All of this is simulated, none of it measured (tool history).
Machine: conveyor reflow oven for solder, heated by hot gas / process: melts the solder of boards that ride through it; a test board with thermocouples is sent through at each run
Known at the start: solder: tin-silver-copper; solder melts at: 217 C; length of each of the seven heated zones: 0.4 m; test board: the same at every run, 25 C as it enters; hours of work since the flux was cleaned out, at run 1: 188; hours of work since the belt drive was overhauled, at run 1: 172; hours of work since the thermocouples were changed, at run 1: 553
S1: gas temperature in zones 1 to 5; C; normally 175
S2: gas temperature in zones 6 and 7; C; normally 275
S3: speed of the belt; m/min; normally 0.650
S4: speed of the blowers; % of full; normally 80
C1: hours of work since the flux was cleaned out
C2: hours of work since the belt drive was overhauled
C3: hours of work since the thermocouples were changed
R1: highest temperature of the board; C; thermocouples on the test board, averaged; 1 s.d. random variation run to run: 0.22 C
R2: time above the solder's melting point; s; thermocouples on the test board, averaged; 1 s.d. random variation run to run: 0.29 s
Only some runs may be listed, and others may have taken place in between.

| run | day | S1 | S2 | S3 | S4 | C1 | C2 | C3 | R1 | R2 |
|---|---|---|---|---|---|---|---|---|---|---|
| 1 | 0.000 | 175 | 275 | 0.650 | 80 | 188 | 172 | 553 | 263.9 | 63.1 |
| 2 | 0.329 | 175 | 275 | 0.650 | 80 | 191 | 175 | 556 | 263.8 | 63.4 |
| 3 | 0.554 | 175 | 275 | 0.650 | 80 | 194 | 177 | 559 | 263.7 | 63.5 |
| 4 | 1.004 | 175 | 275 | 0.650 | 80 | 198 | 182 | 563 | 263.8 | 63.0 |
| 5 | 1.346 | 175 | 275 | 0.650 | 80 | 202 | 185 | 567 | 263.6 | 63.1 |
| 6 | 1.629 | 175 | 275 | 0.650 | 80 | 205 | 188 | 570 | 263.7 | 63.0 |
| 7 | 2.129 | 175 | 275 | 0.650 | 80 | 210 | 194 | 575 | 263.7 | 63.0 |
| 8 | 2.596 | 175 | 275 | 0.650 | 80 | 215 | 198 | 580 | 263.4 | 62.9 |
| 9 | 2.929 | 175 | 275 | 0.677 | 80 | 218 | 202 | 583 | 262.5 | 59.8 |
| 10 | 3.158 | 175 | 275 | 0.642 | 81 | 221 | 204 | 586 | 264.0 | 64.3 |
| 11 | 3.379 | 166 | 266 | 0.650 | 64 | 223 | 206 | 588 | 250.7 | 52.0 |
| 12 | 3.829 | 175 | 275 | 0.550 | 54 | 228 | 211 | 592 | 263.1 | 73.8 |
| 13 | 4.117 | 181 | 289 | 0.637 | 80 | 231 | 214 | 595 | 277.7 | 72.5 |
| 14 | 4.375 | 181 | 289 | 0.637 | 80 | 233 | 217 | 598 | 277.8 | 72.4 |
| 15 | 4.717 | 181 | 289 | 0.541 | 51 | 237 | 220 | 602 | 276.1 | 85.0 |
| 16 | 5.188 | 181 | 289 | 0.541 | 51 | 242 | 225 | 606 | 276.3 | 85.2 |
| 17 | 5.567 | 171 | 263 | 0.526 | 86 | 245 | 229 | 610 | 258.2 | 74.9 |
| 18 | 6.017 | 181 | 279 | 0.565 | 56 | 250 | 234 | 615 | 267.3 | 77.0 |

What if the next run were any one of these 3? Each begins from the tool's condition after run 18:
| A | 6.417 | 183 | 284 | 0.650 | 58 | 254 | 238 | 619 | ? | ? |
| B | 6.417 | 181 | 276 | 0.706 | 56 | 254 | 238 | 619 | ? | ? |
| C | 6.417 | 181 | 279 | 0.565 | 86 | 254 | 238 | 619 | ? | ? |

| run | R1 | R2 |
|---|---|---|
| A | 268.0 | 67.6 |
| B | 256.8 | 55.2 |
| C | 272.3 | 79.4 |
Stripped of hidden state, with their random variation kept, the same runs would have yielded:
| run | R1 | R2 |
|---|---|---|
| A | 267.2 | 66.7 |
| B | 256.2 | 54.6 |
| C | 271.3 | 78.5 |

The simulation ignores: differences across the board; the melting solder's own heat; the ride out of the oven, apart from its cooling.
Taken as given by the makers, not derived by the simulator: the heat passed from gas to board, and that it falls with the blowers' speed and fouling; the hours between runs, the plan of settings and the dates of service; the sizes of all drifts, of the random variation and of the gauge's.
